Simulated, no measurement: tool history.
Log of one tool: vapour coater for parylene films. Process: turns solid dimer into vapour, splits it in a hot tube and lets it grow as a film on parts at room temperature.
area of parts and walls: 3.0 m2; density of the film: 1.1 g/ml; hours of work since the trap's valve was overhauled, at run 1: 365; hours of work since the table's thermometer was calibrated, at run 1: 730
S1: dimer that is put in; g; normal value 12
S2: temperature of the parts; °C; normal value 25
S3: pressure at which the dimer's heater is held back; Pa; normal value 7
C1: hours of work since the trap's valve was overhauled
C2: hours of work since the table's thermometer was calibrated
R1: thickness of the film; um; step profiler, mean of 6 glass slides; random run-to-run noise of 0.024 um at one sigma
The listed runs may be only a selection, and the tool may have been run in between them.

run	hour	S1	S2	S3	C1	C2	R1
1	0	12	25	7	365	730	1.54
2	31.4	12	25	10.25	382	748	1.46
3	50.7	12	25	10.25	393	759	1.47
4	74.6	6	25	7	407	772	0.79
5	99.9	12	25	7	421	787	1.54
6	120.3	12	25	7	433	798	1.53
7	154.7	12	25	7	452	818	1.54
8	184	12	25	7	469	834	1.56
9	215.7	19	25	7	487	852	2.43
10	249	19	25	7	506	871	2.43
11	267.7	12	25	7	516	882	1.56
12	294.8	12	25	7	532	897	1.52
13	333	12	25	7	553	919	1.52
14	354.1	12	25	7	565	931	1.51
15	370.3	12	25	7	575	940	1.52
16	408.5	12	25	7	596	961	1.52
17	440.6	12	25	7	614	980	1.54
18	477.1	12	25	7	635	1000	1.52
19	503.7	12	25	7	650	1016	1.47
20	522.9	12	25	7	661	1026	1.47
21	555.5	16	25	7	680	1045	2.01
22	589.5	16	25	7	699	1064	2.01
# hour 597: trap's valve overhauled
23	629.6	16	25	7	18	1085	2.24
24	657.8	12	25	7	34	1101	1.64
25	680.5	12	18	7	47	1113	1.89
26	710.7	12	18	7	64	1131	1.82
27	735.8	10	17	9.49	79	1145	1.51
28	753	10	17	2.44	88	1155	2
29	782.4	10	17	2.44	105	1171	1.94
30	799.6	14	30	3.32	115	1181	2.12
31	825.3	14	30	3.32	129	1196	2.09
32	863.3	16	32	6.27	151	1217	2.02
33	893.8	16	32	6.27	168	1234	2.03
34	911.3	8	20	10.52	178	1244	1.06
35	929.6	10	19	5.19	189	1255	1.6
36	960.3	10	19	5.19	206	1272	1.56
37	992.4	18	19	7.8	224	1290	2.62
38	1009.6	18	19	7.8	234	1300	2.6
39	1038.5	6	28	5	250	1317	0.81
40	1076.2	6	28	5	272	1338	0.81
41	1114.4	7	35	7	293	1360	0.8
42	1152	7	31	8.06	315	1381	0.81
43	1178.8	7	31	8.06	330	1396	0.81
44	1203	16	17	2	344	1410	3.14
45	1225.7	10	17	11.21	357	1423	1.36
46	1261	10	17	11.21	377	1443	1.33
47	1297.9	6	25	2.06	398	1464	1.01
48	1330.9	22	34	2.46	416	1482	3.15

Some steps in R1 between neighbouring runs. How much of each would the tool show without its hidden state too (settings, what came in, random variation), and how much is left for the hidden state, with any gauge scatter that isn't in both results?
Hidden state present: vapour lost through the trap's worn valve, %; true temperature of the parts over the reading, C; drift of the gauge itself on film_um, %.
Run 22 -> 23: trap's valve overhauled. R1 +0.23 um: hidden state +0.27, all else -0.04.
Run 38 -> 39: S1 18 -> 6, S2 19 -> 28, S3 7.8 -> 5. R1 -1.79 um: hidden state +0.09, all else -1.88.
Run 43 -> 44: S1 7 -> 16, S2 31 -> 17, S3 8.06 -> 2. R1 +2.33 um: hidden state -0.18, all else +2.51.
Run 47 -> 48: S1 6 -> 22, S2 25 -> 34, S3 2.06 -> 2.46. R1 +2.14 um: hidden state -0.19, all else +2.33.
